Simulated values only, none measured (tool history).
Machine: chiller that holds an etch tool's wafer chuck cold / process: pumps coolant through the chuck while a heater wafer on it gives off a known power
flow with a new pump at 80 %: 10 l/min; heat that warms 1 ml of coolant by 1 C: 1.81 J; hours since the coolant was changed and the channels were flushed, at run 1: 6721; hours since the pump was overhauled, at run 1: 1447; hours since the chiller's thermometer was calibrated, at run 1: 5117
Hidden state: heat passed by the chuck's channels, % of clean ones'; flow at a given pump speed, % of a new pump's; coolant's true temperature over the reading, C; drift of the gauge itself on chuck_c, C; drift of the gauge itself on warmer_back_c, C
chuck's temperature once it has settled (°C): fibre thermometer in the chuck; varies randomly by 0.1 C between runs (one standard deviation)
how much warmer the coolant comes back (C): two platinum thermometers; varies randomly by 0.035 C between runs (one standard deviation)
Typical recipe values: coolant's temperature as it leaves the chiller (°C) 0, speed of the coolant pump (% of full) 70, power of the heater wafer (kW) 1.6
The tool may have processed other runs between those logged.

| run | hour | coolant's temperature as it leaves the chiller (°C) | speed of the coolant pump (% of full) | power of the heater wafer (kW) | hours since the coolant was changed and the channels were flushed | hours since the pump was overhauled | hours since the chiller's thermometer was calibrated | chuck's temperature once it has settled (°C) | how much warmer the coolant comes back (C) |
|---|---|---|---|---|---|---|---|---|---|
| 1 | 0 | 0 | 70 | 1.6 | 6721 | 1447 | 5117 | 14.4 | 6.34 |
| 2 | 118.3 | 0 | 70 | 1.6 | 6839 | 1565 | 5235 | 14.4 | 6.34 |
| 3 | 196.4 | 0 | 78 | 1.6 | 6917 | 1643 | 5313 | 13 | 5.64 |
| 4 | 271.3 | -5 | 78 | 1.6 | 6992 | 1718 | 5388 | 8.1 | 5.67 |
| 5 | 352.3 | 0 | 70 | 1.6 | 7073 | 1799 | 5469 | 14.4 | 6.41 |
| 6 | 429.8 | -7 | 70 | 1.6 | 7151 | 1877 | 5546 | 7.5 | 6.33 |
| 7 | 479.2 | 0 | 73 | 1.6 | 7200 | 1926 | 5596 | 13.9 | 6.14 |
| 8 | 572.7 | 0 | 70 | 1.6 | 7293 | 2019 | 5689 | 14.5 | 6.36 |
| 9 | 657 | 0 | 70 | 1.6 | 7378 | 2104 | 5774 | 14.5 | 6.3 |
|  | 719.5 | chiller's thermometer calibrated |
| 10 | 728.3 | 9 | 70 | 1.6 | 7448 | 2174 | 9 | 23.5 | 6.5 |
| 11 | 805.7 | 9 | 70 | 1.6 | 7525 | 2251 | 86 | 23.7 | 6.46 |
| 12 | 915.5 | 9 | 70 | 1.6 | 7635 | 2361 | 196 | 23.7 | 6.42 |
|  | 1008 | chiller's thermometer calibrated, once more |
| 13 | 1025 | -3 | 62 | 1.653 | 7744 | 2470 | 17 | 14.5 | 7.6 |
| 14 | 1090.6 | -3 | 62 | 1.653 | 7809 | 2535 | 83 | 14.7 | 7.62 |
| 15 | 1163.8 | -3 | 66 | 0.872 | 7883 | 2609 | 156 | 5.6 | 3.79 |

What if the next run were any one of these 4? Each begins from the tool's condition after run 15:
| A | 1221.4 | 6 | 95 | 1.763 | 7940 | 2666 | 213 | ? | ? |
| B | 1221.4 | 7 | 73 | 1.6 | 7940 | 2666 | 213 | ? | ? |
| C | 1221.4 | -10 | 70 | 2.266 | 7940 | 2666 | 213 | ? | ? |
| D | 1221.4 | 0 | 83 | 1.6 | 7940 | 2666 | 213 | ? | ? |

| run | chuck's temperature once it has settled (°C) | how much warmer the coolant comes back (C) |
|---|---|---|
| A | 18.5 | 5.05 |
| B | 21.6 | 6.14 |
| C | 11.5 | 9.13 |
| D | 13 | 5.32 |
Without the tool's hidden state the same runs would have given:
| run | chuck's temperature once it has settled (°C) | how much warmer the coolant comes back (C) |
|---|---|---|
| A | 16 | 4.82 |
| B | 18.7 | 5.86 |
| C | 7.3 | 8.71 |
| D | 10.4 | 5.07 |
